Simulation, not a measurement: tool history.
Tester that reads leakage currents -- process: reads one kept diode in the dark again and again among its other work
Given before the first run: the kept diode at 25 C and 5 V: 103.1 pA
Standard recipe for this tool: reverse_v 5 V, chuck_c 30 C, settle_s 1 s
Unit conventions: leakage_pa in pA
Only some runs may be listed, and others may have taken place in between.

Run 1, hour 0: usual settings. Result: leakage_pa 151.13 pA.
Run 2, hour 39.3: usual settings. Result: leakage_pa 150.92 pA.
Run 3, hour 70.5: usual settings but settle_s 1.2 s. Result: leakage_pa 151.48 pA.
Run 4, hour 98.8: usual settings but settle_s 1.2 s. Result: leakage_pa 151.59 pA.
Run 5, hour 126.2: usual settings but settle_s 1.2 s. Result: leakage_pa 151.62 pA.
Run 6, hour 143.9: usual settings but settle_s 1.2 s. Result: leakage_pa 150.63 pA.
Run 7, hour 167.1: usual settings but reverse_v 15.1 V. Result: leakage_pa 292.96 pA.
Run 8, hour 200.3: usual settings but reverse_v 15.1 V. Result: leakage_pa 290.17 pA.
At hour 228.3: chuck's temperature calibrated.
Run 9, hour 243.1: usual settings but reverse_v 15.1 V. Result: leakage_pa 292.78 pA.
Run 10, hour 278.9: usual settings but settle_s 3.85 s. Result: leakage_pa 150.45 pA.
At hour 290.8: probe card cleaned and baked.
Run 11, hour 319.5: usual settings but settle_s 3.85 s. Result: leakage_pa 151.72 pA.
Run 12, hour 343.7: usual settings but reverse_v 2.76 V. Result: leakage_pa 106.28 pA.
Run 13, hour 369.8: usual settings. Result: leakage_pa 151.05 pA.
Run 14, hour 405.4: usual settings. Result: leakage_pa 151.33 pA.
Run 15, hour 447.6: usual settings. Result: leakage_pa 151.65 pA.
Run 16, hour 468.1: usual settings. Result: leakage_pa 151.91 pA.
Run 17, hour 502.5: usual settings. Result: leakage_pa 151.24 pA.
Run 18, hour 539.4: usual settings. Result: leakage_pa 151.54 pA.
Run 19, hour 561.8: usual settings but settle_s 0.8 s. Result: leakage_pa 151.21 pA.
Run 20, hour 593.8: usual settings but chuck_c 24 C, settle_s 0.52 s. Result: leakage_pa 96.62 pA.
Run 21, hour 617.9: usual settings but reverse_v 1.05 V, chuck_c 59 C. Result: leakage_pa 434.11 pA.
Run 22, hour 648.2: usual settings but reverse_v 1.05 V, chuck_c 59 C. Result: leakage_pa 434.08 pA.
Run 23, hour 683.6: usual settings but reverse_v 1.05 V, chuck_c 59 C, settle_s 5.35 s. Result: leakage_pa 437.26 pA.
Run 24, hour 710.4: usual settings but reverse_v 1.05 V, chuck_c 59 C, settle_s 5.35 s. Result: leakage_pa 435.72 pA.
Run 25, hour 748.9: usual settings but reverse_v 14.81 V, settle_s 8.79 s. Result: leakage_pa 287.32 pA.
Run 26, hour 780.9: usual settings but reverse_v 14.81 V, settle_s 8.79 s. Result: leakage_pa 285.05 pA.
Run 27, hour 814.7: usual settings but reverse_v 10.87 V. Result: leakage_pa 240.12 pA.
Run 28, hour 838.9: usual settings but reverse_v 10.87 V. Result: leakage_pa 239.16 pA.
Run 29, hour 857.7: usual settings but reverse_v 15.07 V, chuck_c 28 C. Result: leakage_pa 250.73 pA.
Run 30, hour 899.2: usual settings but reverse_v 12.07 V, chuck_c 28 C. Result: leakage_pa 219.72 pA.
Run 31, hour 926: usual settings but reverse_v 12.07 V, chuck_c 28 C. Result: leakage_pa 219.43 pA.
Run 32, hour 944.2: usual settings but reverse_v 12.07 V, chuck_c 53 C, settle_s 0.89 s. Result: leakage_pa 1260.23 pA.
Run 33, hour 971.1: usual settings but chuck_c 27 C, settle_s 0.33 s. Result: leakage_pa 121.77 pA.
Run 34, hour 1014.3: usual settings but reverse_v 8.78 V, chuck_c 32 C, settle_s 0.81 s. Result: leakage_pa 244.69 pA.
Run 35, hour 1039.4: usual settings but reverse_v 8.78 V, chuck_c 23 C, settle_s 0.81 s. Result: leakage_pa 124.38 pA.
Run 36, hour 1077.3: usual settings but reverse_v 8.78 V, chuck_c 46 C, settle_s 3.05 s. Result: leakage_pa 652.73 pA.
Run 37, hour 1105.6: usual settings but settle_s 6.69 s. Result: leakage_pa 150.69 pA.

The same runs without the tool's hidden state, with the same run-to-run variation:
The tool's hidden condition here consists of: stray current of the dirty probe card, pA a volt; current scale over the true one, %; true chuck temperature over the reading, C; drift of the gauge itself on leakage_pa, %.
run  leakage_pa
  1      151.46
  2      151.27
  3      151.85
  4      151.98
  5      152.02
  6      151.04
  7       293.7
  8      290.93
  9      292.79
 10      150.52
 11      151.89
 12      106.42
 13      151.25
 14      151.55
 15       151.9
 16      152.17
 17      151.52
 18      151.83
 19      151.52
 20       96.83
 21      434.94
 22      434.95
 23      438.19
 24      436.69
 25      288.11
 26      285.86
 27      240.83
 28      239.89
 29      251.52
 30      220.45
 31      220.18
 32     1264.14
 33      122.22
 34       245.6
 35      124.86
 36      655.17
 37      151.32
